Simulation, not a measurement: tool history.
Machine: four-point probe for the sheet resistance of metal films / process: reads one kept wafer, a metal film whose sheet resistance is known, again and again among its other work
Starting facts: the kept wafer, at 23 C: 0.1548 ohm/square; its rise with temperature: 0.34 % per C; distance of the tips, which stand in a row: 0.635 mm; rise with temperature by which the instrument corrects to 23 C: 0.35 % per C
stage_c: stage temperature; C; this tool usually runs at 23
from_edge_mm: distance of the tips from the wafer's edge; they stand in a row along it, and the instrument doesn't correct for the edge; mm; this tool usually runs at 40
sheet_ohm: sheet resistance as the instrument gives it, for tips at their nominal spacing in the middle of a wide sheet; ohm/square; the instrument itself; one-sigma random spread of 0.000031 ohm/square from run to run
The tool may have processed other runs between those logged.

{"run": 1, "hour": 0.0, "stage_c": 23, "from_edge_mm": 40, "sheet_ohm": 0.154949}
{"run": 2, "hour": 72.3, "stage_c": 23, "from_edge_mm": 40, "sheet_ohm": 0.15494}
{"run": 3, "hour": 150.4, "stage_c": 23, "from_edge_mm": 35, "sheet_ohm": 0.154891}
{"run": 4, "hour": 224.4, "stage_c": 23, "from_edge_mm": 35, "sheet_ohm": 0.154835}
{"run": 5, "hour": 277.5, "stage_c": 23, "from_edge_mm": 7, "sheet_ohm": 0.155534}
{"run": 6, "hour": 322.5, "stage_c": 23, "from_edge_mm": 40, "sheet_ohm": 0.154797}
{"run": 7, "hour": 376.5, "stage_c": 23, "from_edge_mm": 40, "sheet_ohm": 0.154819}
{"run": 8, "hour": 425.0, "stage_c": 23, "from_edge_mm": 40, "sheet_ohm": 0.154736}
{"run": 9, "hour": 479.9, "stage_c": 23, "from_edge_mm": 40, "sheet_ohm": 0.15474}
{"run": 10, "hour": 527.1, "stage_c": 23, "from_edge_mm": 40, "sheet_ohm": 0.154775}
{"run": 11, "hour": 589.4, "stage_c": 23, "from_edge_mm": 40, "sheet_ohm": 0.154681}
{"run": 12, "hour": 668.2, "stage_c": 23, "from_edge_mm": 40, "sheet_ohm": 0.154692}
{"run": 13, "hour": 710.5, "stage_c": 23, "from_edge_mm": 40, "sheet_ohm": 0.1546}
{"run": 14, "hour": 761.2, "stage_c": 23, "from_edge_mm": 40, "sheet_ohm": 0.154687}
{"run": 15, "hour": 818.9, "stage_c": 23, "from_edge_mm": 40, "sheet_ohm": 0.154604}
{"run": 16, "hour": 892.6, "stage_c": 23, "from_edge_mm": 40, "sheet_ohm": 0.154611}
{"run": 17, "hour": 949.9, "stage_c": 23, "from_edge_mm": 40, "sheet_ohm": 0.154592}
{"run": 18, "hour": 1003.8, "stage_c": 23, "from_edge_mm": 40, "sheet_ohm": 0.154509}
{"run": 19, "hour": 1050.3, "stage_c": 23, "from_edge_mm": 4, "sheet_ohm": 0.156557}
{"run": 20, "hour": 1114.5, "stage_c": 23, "from_edge_mm": 4, "sheet_ohm": 0.156575}
{"run": 21, "hour": 1177.4, "stage_c": 23, "from_edge_mm": 4, "sheet_ohm": 0.156574}
{"run": 22, "hour": 1251.5, "stage_c": 23, "from_edge_mm": 4, "sheet_ohm": 0.156444}
{"run": 23, "hour": 1331.1, "stage_c": 21, "from_edge_mm": 70, "sheet_ohm": 0.154449}
{"run": 24, "hour": 1377.4, "stage_c": 29, "from_edge_mm": 25, "sheet_ohm": 0.154304}
{"run": 25, "hour": 1422.7, "stage_c": 31, "from_edge_mm": 16, "sheet_ohm": 0.15437}
{"run": 26, "hour": 1501.7, "stage_c": 31, "from_edge_mm": 16, "sheet_ohm": 0.154339}
{"run": 27, "hour": 1564.5, "stage_c": 31, "from_edge_mm": 16, "sheet_ohm": 0.154243}
{"run": 28, "hour": 1600.4, "stage_c": 23, "from_edge_mm": 27, "sheet_ohm": 0.154374}
{"run": 29, "hour": 1649.8, "stage_c": 34, "from_edge_mm": 4, "sheet_ohm": 0.156186}
{"run": 30, "hour": 1721.1, "stage_c": 18, "from_edge_mm": 10, "sheet_ohm": 0.154628}
{"run": 31, "hour": 1798.7, "stage_c": 29, "from_edge_mm": 5, "sheet_ohm": 0.155455}
{"run": 32, "hour": 1839.6, "stage_c": 20, "from_edge_mm": 73, "sheet_ohm": 0.154238}
{"run": 33, "hour": 1913.1, "stage_c": 34, "from_edge_mm": 9, "sheet_ohm": 0.154465}
{"run": 34, "hour": 1982.6, "stage_c": 23, "from_edge_mm": 5, "sheet_ohm": 0.155408}
{"run": 35, "hour": 2019.9, "stage_c": 23, "from_edge_mm": 5, "sheet_ohm": 0.155405}
{"run": 36, "hour": 2055.5, "stage_c": 25, "from_edge_mm": 40, "sheet_ohm": 0.154064}
{"run": 37, "hour": 2128.5, "stage_c": 18, "from_edge_mm": 53, "sheet_ohm": 0.15412}
{"run": 38, "hour": 2182.4, "stage_c": 23, "from_edge_mm": 5, "sheet_ohm": 0.155356}
{"run": 39, "hour": 2257.7, "stage_c": 21, "from_edge_mm": 25, "sheet_ohm": 0.15409}
{"run": 40, "hour": 2293.9, "stage_c": 21, "from_edge_mm": 25, "sheet_ohm": 0.154071}
{"run": 41, "hour": 2329.6, "stage_c": 21, "from_edge_mm": 33, "sheet_ohm": 0.153999}
{"run": 42, "hour": 2373.8, "stage_c": 23, "from_edge_mm": 3, "sheet_ohm": 0.157599}
{"run": 43, "hour": 2444.4, "stage_c": 26, "from_edge_mm": 3, "sheet_ohm": 0.157507}
{"run": 44, "hour": 2505.2, "stage_c": 23, "from_edge_mm": 16, "sheet_ohm": 0.154012}

Forecast each of these 4 alternatives for the next run:
{"hour": 2553.5, "done": "stage's thermometer calibrated"}
{"run": "A", "hour": 2555.1, "stage_c": 23, "from_edge_mm": 6, "sheet_ohm": "?"}
{"hour": 2553.5, "done": "stage's thermometer calibrated"}
{"run": "B", "hour": 2555.1, "stage_c": 30, "from_edge_mm": 63, "sheet_ohm": "?"}
{"hour": 2553.5, "done": "stage's thermometer calibrated"}
{"run": "C", "hour": 2555.1, "stage_c": 18, "from_edge_mm": 4, "sheet_ohm": "?"}
{"hour": 2553.5, "done": "stage's thermometer calibrated"}
{"run": "D", "hour": 2555.1, "stage_c": 35, "from_edge_mm": 61, "sheet_ohm": "?"}

run=A sheet_ohm=0.155032
run=B sheet_ohm=0.154
run=C sheet_ohm=0.156222
run=D sheet_ohm=0.153935
With no hidden state in the tool, these same runs would have given:
run=A sheet_ohm=0.155732
run=B sheet_ohm=0.154696
run=C sheet_ohm=0.156927
run=D sheet_ohm=0.154631
